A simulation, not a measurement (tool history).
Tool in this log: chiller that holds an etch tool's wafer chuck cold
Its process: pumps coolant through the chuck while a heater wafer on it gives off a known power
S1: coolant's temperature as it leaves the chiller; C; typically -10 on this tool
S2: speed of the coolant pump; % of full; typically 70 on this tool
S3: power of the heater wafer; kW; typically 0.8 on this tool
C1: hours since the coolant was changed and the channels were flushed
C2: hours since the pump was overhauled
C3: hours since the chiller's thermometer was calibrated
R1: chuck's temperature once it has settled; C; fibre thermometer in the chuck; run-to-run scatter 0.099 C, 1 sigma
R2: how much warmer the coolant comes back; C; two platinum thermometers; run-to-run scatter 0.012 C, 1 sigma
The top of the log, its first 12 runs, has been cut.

run    hour   S1  S2     S3    C1    C2    C3     R1    R2
 13  1780.8  -10  67    0.8  1089  7886  1651  -0.14  3.04
 14  1892.8  -10  70    0.8  1201  7998  1763  -0.54  2.89
 15  1991.1  -10  70    0.8  1299  8097  1861  -0.49  2.89
 16  2135.4  -10  73    0.8  1443  8241  2005  -0.82  2.79
 17  2234.7  -10  72  0.675  1543  8340  2105  -2.27  2.38
 18  2414.5  -10  70  0.758  1722  8520  2285  -1.11  2.75
 19  2600.3  -10  70  0.758  1908  8706  2470  -0.94  2.76
 20  2789.6  -16  68  0.512  2098  8895  2660    -10  1.92
 21  2888.3   -4  75  0.486  2196  8994  2758   1.25  1.66
 22  3001.9   -3  70  0.623  2310  9107  2872   4.34  2.26
 23  3111.9   -7  70  0.732  2420  9217  2982   1.88  2.68
 24  3213.7   -5  65  1.189  2522  9319  3084  10.23  4.71
 25  3328.4   -3  84  0.839  2636  9434  3198   5.92  2.58
 26  3411.7   -2  69    0.7  2720  9517  3282   6.32  2.59
     3515.2  -- coolant pump overhauled
 27  3564.3  -10  71  1.144  2867    49  3429   3.24  3.89
 28  3689.2  -17  71  0.844  2992   174  3554   -7.3  2.88
 29    3819    0  87  0.677  3122   304  3684   6.48  1.85
 30  3918.5  -10  87  1.156  3221   403  3784   1.52  3.22
     4084.2  -- chiller's thermometer calibrated
 31    4109  -10  87  1.156  3411   593    25   2.05  3.23
 32  4259.4  -10  87  1.156  3561   743   175   1.93  3.23

Consider 3 possible next runs. They are alternatives, not a sequence: every one starts from the tool as it was left by run 32. What does each give?
  A  4352.6   -9  95  0.464  3655  836  268   ?   ?
  B  4352.6  -10  80  0.688  3655  836  268   ?   ?
  C  4352.6  -18  65  1.156  3655  836  268   ?   ?

run     R1    R2
  A  -4.45   1.2
  B  -2.48  2.08
  C  -3.22  4.31
With the hidden condition removed and each run's random variation left untouched, the same runs would have given:
run     R1    R2
  A  -4.69  1.19
  B  -2.92  2.06
  C  -4.14  4.29
